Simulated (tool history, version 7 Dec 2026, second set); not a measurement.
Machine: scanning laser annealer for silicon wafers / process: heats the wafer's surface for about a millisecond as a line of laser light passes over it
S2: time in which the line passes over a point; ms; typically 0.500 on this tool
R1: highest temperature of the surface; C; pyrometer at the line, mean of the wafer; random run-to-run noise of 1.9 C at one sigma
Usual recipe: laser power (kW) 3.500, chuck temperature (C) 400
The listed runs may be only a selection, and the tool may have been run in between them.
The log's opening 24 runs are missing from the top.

{"run": 25, "day": 7.088, "laser power (kW)": 3.019, "S2": 0.505, "chuck temperature (C)": 420, "R1": 975}
{"run": 26, "day": 7.325, "laser power (kW)": 3.36, "S2": 0.617, "chuck temperature (C)": 362, "R1": 1060}
{"run": 27, "day": 7.55, "laser power (kW)": 3.36, "S2": 0.617, "chuck temperature (C)": 362, "R1": 1063}
{"run": 28, "day": 7.938, "laser power (kW)": 3.071, "S2": 0.5, "chuck temperature (C)": 414, "R1": 977}
{"run": 29, "day": 8.304, "laser power (kW)": 3.104, "S2": 0.403, "chuck temperature (C)": 400, "R1": 924}
{"run": 30, "day": 8.65, "laser power (kW)": 3.104, "S2": 0.403, "chuck temperature (C)": 400, "R1": 922}
{"run": 31, "day": 8.992, "laser power (kW)": 3.104, "S2": 0.403, "chuck temperature (C)": 400, "R1": 923}
{"run": 32, "day": 9.396, "laser power (kW)": 3.104, "S2": 0.403, "chuck temperature (C)": 400, "R1": 925}
{"run": 33, "day": 9.571, "laser power (kW)": 3.784, "S2": 0.5, "chuck temperature (C)": 360, "R1": 1109}
{"run": 34, "day": 9.988, "laser power (kW)": 3.218, "S2": 0.447, "chuck temperature (C)": 367, "R1": 937}
{"run": 35, "day": 10.212, "laser power (kW)": 3.218, "S2": 0.447, "chuck temperature (C)": 367, "R1": 940}
{"run": 36, "day": 10.588, "laser power (kW)": 3.218, "S2": 0.447, "chuck temperature (C)": 367, "R1": 938}
{"run": 37, "day": 10.829, "laser power (kW)": 3.007, "S2": 0.459, "chuck temperature (C)": 365, "R1": 895}
{"run": 38, "day": 11.171, "laser power (kW)": 3.06, "S2": 0.463, "chuck temperature (C)": 410, "R1": 952}
{"run": 39, "day": 11.5, "laser power (kW)": 2.978, "S2": 0.434, "chuck temperature (C)": 423, "R1": 932}
{"run": 40, "day": 11.771, "laser power (kW)": 3.844, "S2": 0.491, "chuck temperature (C)": 369, "R1": 1122}

Branching from run 40: 5 alternative next runs. What would each branch give?
{"run": "A", "day": 12.112, "laser power (kW)": 3.844, "S2": 0.491, "chuck temperature (C)": 361, "R1": "?"}
{"run": "B", "day": 12.112, "laser power (kW)": 3.706, "S2": 0.457, "chuck temperature (C)": 370, "R1": "?"}
{"run": "C", "day": 12.112, "laser power (kW)": 3.194, "S2": 0.485, "chuck temperature (C)": 400, "R1": "?"}
{"run": "D", "day": 12.112, "laser power (kW)": 3.69, "S2": 0.381, "chuck temperature (C)": 411, "R1": "?"}
{"run": "E", "day": 12.112, "laser power (kW)": 3.844, "S2": 0.386, "chuck temperature (C)": 369, "R1": "?"}

run=A R1=1113
run=B R1=1065
run=C R1=985
run=D R1=1051
run=E R1=1047
The same runs, with their run-to-run variation unchanged, on a tool lacking any hidden condition would have given:
run=A R1=1155
run=B R1=1104
run=C R1=1018
run=D R1=1087
run=E R1=1085
